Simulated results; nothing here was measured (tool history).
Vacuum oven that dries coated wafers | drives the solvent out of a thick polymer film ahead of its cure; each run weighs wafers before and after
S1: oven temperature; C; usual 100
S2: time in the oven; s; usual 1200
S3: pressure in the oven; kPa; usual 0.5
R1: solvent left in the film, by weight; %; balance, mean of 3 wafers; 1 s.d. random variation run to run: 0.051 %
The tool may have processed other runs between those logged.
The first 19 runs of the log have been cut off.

run	day	S1	S2	S3	R1
20	13.658	100	1020	0.5	1.33
21	14.321	100	1140	0.5	1.16
22	15.175	100	1140	0.5	1.09
23	15.929	100	1200	0.5	1.08
24	16.467	88	1680	0.5	1.41
25	17.204	88	1680	0.5	1.49
26	18.092	88	1680	0.5	1.52
27	18.917	88	1680	0.36	1.47
28	19.367	92	900	1.65	3.9
29	20.079	89	600	1.966	6.48
30	20.967	90	1200	0.758	2.57
31	21.467	94	1200	1.704	2.56
32	22.096	94	840	1.226	3.46
33	22.767	94	840	1.226	3.47

Predict the results of run 34:
34	23.25	106	780	1.224	?

Run 34 came out at R1 1.74 %.
With no hidden state in the tool, this same run would have given R1 1.44 %.

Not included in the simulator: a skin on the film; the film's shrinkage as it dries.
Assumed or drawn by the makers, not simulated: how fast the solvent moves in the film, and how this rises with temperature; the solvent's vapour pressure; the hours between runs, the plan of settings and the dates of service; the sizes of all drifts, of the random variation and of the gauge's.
